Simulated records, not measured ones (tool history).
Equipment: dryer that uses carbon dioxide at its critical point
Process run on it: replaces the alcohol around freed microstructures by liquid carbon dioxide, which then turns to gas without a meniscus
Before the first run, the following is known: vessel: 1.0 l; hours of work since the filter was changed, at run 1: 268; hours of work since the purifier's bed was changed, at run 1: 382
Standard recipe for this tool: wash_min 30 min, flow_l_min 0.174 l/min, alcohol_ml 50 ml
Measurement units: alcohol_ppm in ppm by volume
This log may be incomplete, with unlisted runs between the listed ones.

run	hour	wash_min	flow_l_min	alcohol_ml	hours of work since the filter was changed	hours of work since the purifier's bed was changed	alcohol_ppm
1	0.0	30	0.174	50	268	382	1991
2	15.7	30	0.174	50	274	388	1989
3	31.7	30	0.174	27	281	395	1135
4	55.7	30	0.174	103	291	405	4182
5	76.9	30	0.174	103	299	414	4196
6	89.8	30	0.174	103	305	419	4196
7	103.9	30	0.174	103	310	425	4279
8	114.1	28	0.174	50	315	429	2556
9	128.0	30	0.174	50	320	435	2072
10	139.9	21	0.248	62	325	440	2872
11	150.7	30	0.121	95	330	444	10054
12	162.3	45	0.143	95	335	449	1935
13	182.2	45	0.143	95	343	457	1958
14	198.6	45	0.143	95	350	464	1924

Expected results for the next run?
15	216.3	45	0.252	50	357	471	?

alcohol_ppm: 129 ppm by volume
Minus the tool's unlogged condition, the same run would have read alcohol_ppm 28 ppm by volume.

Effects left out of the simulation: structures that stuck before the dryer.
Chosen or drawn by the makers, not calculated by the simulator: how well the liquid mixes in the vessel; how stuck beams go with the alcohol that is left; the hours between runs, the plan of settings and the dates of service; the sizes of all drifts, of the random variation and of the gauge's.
